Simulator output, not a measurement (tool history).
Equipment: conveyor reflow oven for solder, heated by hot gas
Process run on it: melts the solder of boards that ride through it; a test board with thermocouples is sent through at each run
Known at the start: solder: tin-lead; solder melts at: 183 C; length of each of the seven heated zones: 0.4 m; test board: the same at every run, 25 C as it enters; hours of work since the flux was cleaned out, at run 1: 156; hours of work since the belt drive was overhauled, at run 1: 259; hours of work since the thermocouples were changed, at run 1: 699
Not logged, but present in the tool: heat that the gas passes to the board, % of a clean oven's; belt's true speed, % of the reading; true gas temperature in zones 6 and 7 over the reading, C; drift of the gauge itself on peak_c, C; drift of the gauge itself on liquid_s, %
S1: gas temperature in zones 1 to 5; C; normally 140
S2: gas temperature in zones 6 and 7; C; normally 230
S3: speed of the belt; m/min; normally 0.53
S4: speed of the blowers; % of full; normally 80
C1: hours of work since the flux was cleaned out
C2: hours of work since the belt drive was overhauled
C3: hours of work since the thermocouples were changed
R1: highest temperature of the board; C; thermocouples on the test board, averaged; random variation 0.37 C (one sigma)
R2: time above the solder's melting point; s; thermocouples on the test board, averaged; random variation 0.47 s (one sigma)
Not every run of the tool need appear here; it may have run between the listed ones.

run,hour,S1,S2,S3,S4,C1,C2,C3,R1,R2
1,0,140,230,0.53,80,156,259,699,210.8,62.5
2,34.6,140,230,0.53,60,173,276,716,206.8,56.7
3,71.7,140,230,0.53,60,192,294,735,206.8,55.6
4,111.9,140,230,0.53,60,211,314,754,206.9,55.6
5,141.2,140,230,0.427,80,226,328,769,216.4,86.3
# hour 147.1: thermocouples of zones 6 and 7 changed
6,172.8,140,233,0.427,80,240,343,13,220.9,92.1
7,205.8,140,230,0.53,55,256,359,29,207.6,56.4
8,239.6,140,230,0.53,55,273,375,45,207.2,55.2
9,274,140,230,0.53,55,290,392,62,207.2,55.9
10,306,139,230,0.53,80,306,408,78,211.7,62.4
11,337.5,140,230,0.53,70,321,424,93,209.5,59.3
12,368.1,140,230,0.53,80,336,439,109,210.8,61.2
13,404,140,239,0.53,80,354,456,126,217.7,68.9
14,422.6,140,230,0.53,80,363,465,135,210,61.8
15,440.9,140,230,0.53,80,372,474,144,211.6,62.6
16,481.5,140,230,0.53,80,392,494,164,209.9,60.3
17,520.7,140,230,0.53,80,411,513,183,210.4,61.2
# hour 527.7: belt drive overhauled, speed set with a stopwatch
# hour 552.1: flux residue cleaned out of gas plates and filters
18,552.6,135,230,0.458,56,0,10,195,213.1,72.2
19,576.5,135,230,0.458,56,12,22,206,212.3,73.1
20,603,143,230,0.46,80,25,35,219,217.2,83
# hour 622.5: belt drive overhauled, speed set with a stopwatch, once more
21,633.9,143,230,0.46,80,38,6,233,217.2,81.7
22,671.6,143,230,0.46,56,57,24,251,212.9,75.8
23,709.1,143,228,0.46,56,75,42,270,211,73.8
24,750.9,140,230,0.53,76,96,63,290,210.7,62.5
25,780.5,140,230,0.53,76,110,78,305,211.8,62.5
26,820.1,140,224,0.429,54,130,97,324,208,74.5
27,851.3,140,232,0.53,58,145,112,339,208.7,58.5
28,872.9,140,230,0.606,69,156,123,350,204.7,45.4
29,895.1,140,233,0.482,76,166,134,361,215.7,74.9
30,918.9,132,230,0.519,80,178,146,373,210.5,60.1

What differs in the tool's unlogged condition from the final listed run ahead of each entry between runs to the first listed run following it?
Between runs 5 and 6: thermocouples of zones 6 and 7 changed (hour 147.1)
  heat that the gas passes to the board, % of a clean oven's: 93.9 -> 93.5; belt's true speed, % of the reading: 99.48 -> 99.46; true gas temperature in zones 6 and 7 over the reading, C: -2.42 -> 0
  measured less the result without the state, R1: -3.3 -> -1.3 C; R2: -3.3 -> -1.1 s
Between runs 17 and 18: belt drive overhauled, speed set with a stopwatch (hour 527.7); flux residue cleaned out of gas plates and filters (hour 552.1)
  heat that the gas passes to the board, % of a clean oven's: 89.1 -> 99.2; belt's true speed, % of the reading: 99.13 -> 98.9; true gas temperature in zones 6 and 7 over the reading, C: -0.61 -> -0.65
  measured less the result without the state, R1: -3.4 -> -0.3 C; R2: -4 -> +0.4 s
Between runs 20 and 21: belt drive overhauled, speed set with a stopwatch, once more (hour 622.5)
  heat that the gas passes to the board, % of a clean oven's: 98.6 -> 98.2; belt's true speed, % of the reading: 98.85 -> 99.93; true gas temperature in zones 6 and 7 over the reading, C: -0.74 -> -0.78
  measured less the result without the state, R1: -0.6 -> -1.1 C; R2: +0.3 -> -1.1 s

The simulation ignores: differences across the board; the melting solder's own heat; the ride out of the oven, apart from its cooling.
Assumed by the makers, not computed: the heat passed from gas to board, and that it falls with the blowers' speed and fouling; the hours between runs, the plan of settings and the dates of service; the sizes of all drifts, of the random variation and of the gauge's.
